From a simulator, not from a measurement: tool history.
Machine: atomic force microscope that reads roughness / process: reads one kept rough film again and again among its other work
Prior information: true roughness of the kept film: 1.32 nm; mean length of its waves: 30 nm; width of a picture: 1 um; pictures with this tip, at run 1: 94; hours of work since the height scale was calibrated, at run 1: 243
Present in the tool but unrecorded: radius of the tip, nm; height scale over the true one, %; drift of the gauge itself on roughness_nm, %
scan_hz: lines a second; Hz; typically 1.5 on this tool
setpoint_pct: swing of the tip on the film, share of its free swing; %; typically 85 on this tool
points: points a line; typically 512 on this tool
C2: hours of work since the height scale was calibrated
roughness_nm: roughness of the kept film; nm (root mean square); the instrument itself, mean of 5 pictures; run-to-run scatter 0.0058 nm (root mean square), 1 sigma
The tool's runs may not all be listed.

run 1 day=0 | scan_hz=1.5 setpoint_pct=85 points=512 | pictures_with_this_tip=94 C2=243 | roughness_nm=1.007
run 2 day=0.333 | scan_hz=1.5 setpoint_pct=85 points=512 | pictures_with_this_tip=102 C2=246 | roughness_nm=1.009
run 3 day=1.012 | scan_hz=1.5 setpoint_pct=85 points=512 | pictures_with_this_tip=117 C2=254 | roughness_nm=0.997
run 4 day=1.425 | scan_hz=1.5 setpoint_pct=85 points=512 | pictures_with_this_tip=126 C2=258 | roughness_nm=1.007
run 5 day=1.75 | scan_hz=1.5 setpoint_pct=85 points=512 | pictures_with_this_tip=133 C2=262 | roughness_nm=1.005
run 6 day=2.238 | scan_hz=1.5 setpoint_pct=85 points=512 | pictures_with_this_tip=144 C2=267 | roughness_nm=1.002
run 7 day=2.908 | scan_hz=1.5 setpoint_pct=85 points=512 | pictures_with_this_tip=159 C2=275 | roughness_nm=0.989
run 8 day=3.521 | scan_hz=1.5 setpoint_pct=85 points=512 | pictures_with_this_tip=172 C2=281 | roughness_nm=0.988
-- day=3.625 height scale calibrated on a step standard
run 9 day=3.942 | scan_hz=3.81 setpoint_pct=85 points=512 | pictures_with_this_tip=181 C2=4 | roughness_nm=0.785
run 10 day=4.454 | scan_hz=3.81 setpoint_pct=85 points=512 | pictures_with_this_tip=192 C2=9 | roughness_nm=0.79
run 11 day=5.067 | scan_hz=1.5 setpoint_pct=85 points=512 | pictures_with_this_tip=206 C2=16 | roughness_nm=0.981
run 12 day=5.683 | scan_hz=1.5 setpoint_pct=85 points=321 | pictures_with_this_tip=219 C2=23 | roughness_nm=0.969
run 13 day=6.283 | scan_hz=1.5 setpoint_pct=85 points=321 | pictures_with_this_tip=233 C2=29 | roughness_nm=0.957
-- day=6.358 height scale calibrated on a step standard, once more
run 14 day=6.612 | scan_hz=1.5 setpoint_pct=85 points=321 | pictures_with_this_tip=239 C2=3 | roughness_nm=0.952
run 15 day=6.925 | scan_hz=1.5 setpoint_pct=85 points=321 | pictures_with_this_tip=246 C2=6 | roughness_nm=0.956
run 16 day=7.625 | scan_hz=0.67 setpoint_pct=66 points=279 | pictures_with_this_tip=261 C2=14 | roughness_nm=1.098
run 17 day=8.017 | scan_hz=1.5 setpoint_pct=85 points=372 | pictures_with_this_tip=270 C2=18 | roughness_nm=0.957
run 18 day=8.604 | scan_hz=2.19 setpoint_pct=85 points=372 | pictures_with_this_tip=283 C2=25 | roughness_nm=0.88
run 19 day=9.188 | scan_hz=1.98 setpoint_pct=65 points=699 | pictures_with_this_tip=296 C2=31 | roughness_nm=1.041
run 20 day=9.533 | scan_hz=1.98 setpoint_pct=65 points=699 | pictures_with_this_tip=304 C2=35 | roughness_nm=1.032
run 21 day=10.058 | scan_hz=1.5 setpoint_pct=85 points=329 | pictures_with_this_tip=315 C2=41 | roughness_nm=0.934
-- day=10.142 new tip fitted
run 22 day=10.425 | scan_hz=1.45 setpoint_pct=63 points=930 | pictures_with_this_tip=6 C2=45 | roughness_nm=1.171
run 23 day=10.954 | scan_hz=1.45 setpoint_pct=63 points=930 | pictures_with_this_tip=18 C2=51 | roughness_nm=1.173
run 24 day=11.538 | scan_hz=0.69 setpoint_pct=65 points=512 | pictures_with_this_tip=31 C2=57 | roughness_nm=1.194
run 25 day=12.15 | scan_hz=0.69 setpoint_pct=65 points=512 | pictures_with_this_tip=44 C2=64 | roughness_nm=1.183
run 26 day=12.742 | scan_hz=0.61 setpoint_pct=81 points=512 | pictures_with_this_tip=57 C2=70 | roughness_nm=1.14
run 27 day=13.088 | scan_hz=0.61 setpoint_pct=81 points=839 | pictures_with_this_tip=65 C2=74 | roughness_nm=1.148
run 28 day=13.379 | scan_hz=0.61 setpoint_pct=81 points=839 | pictures_with_this_tip=71 C2=77 | roughness_nm=1.151
run 29 day=13.746 | scan_hz=1.68 setpoint_pct=65 points=850 | pictures_with_this_tip=80 C2=82 | roughness_nm=1.133

Alternative continuations, all from the tool just after run 29; predict every row:
run A day=14.292 | scan_hz=1.02 setpoint_pct=85 points=551 | pictures_with_this_tip=92 C2=88 | roughness_nm=?
run B day=14.292 | scan_hz=1.76 setpoint_pct=87 points=974 | pictures_with_this_tip=92 C2=88 | roughness_nm=?
run C day=14.292 | scan_hz=2.53 setpoint_pct=62 points=466 | pictures_with_this_tip=92 C2=88 | roughness_nm=?
run D day=14.292 | scan_hz=1.68 setpoint_pct=88 points=694 | pictures_with_this_tip=92 C2=88 | roughness_nm=?
run E day=14.292 | scan_hz=0.88 setpoint_pct=68 points=512 | pictures_with_this_tip=92 C2=88 | roughness_nm=?

run=A roughness_nm=1.077
run=B roughness_nm=0.979
run=C roughness_nm=1.106
run=D roughness_nm=0.958
run=E roughness_nm=1.156
Had the tool no hidden state, the same runs would have come out as:
run=A roughness_nm=1.108
run=B roughness_nm=1.008
run=C roughness_nm=1.138
run=D roughness_nm=0.986
run=E roughness_nm=1.19
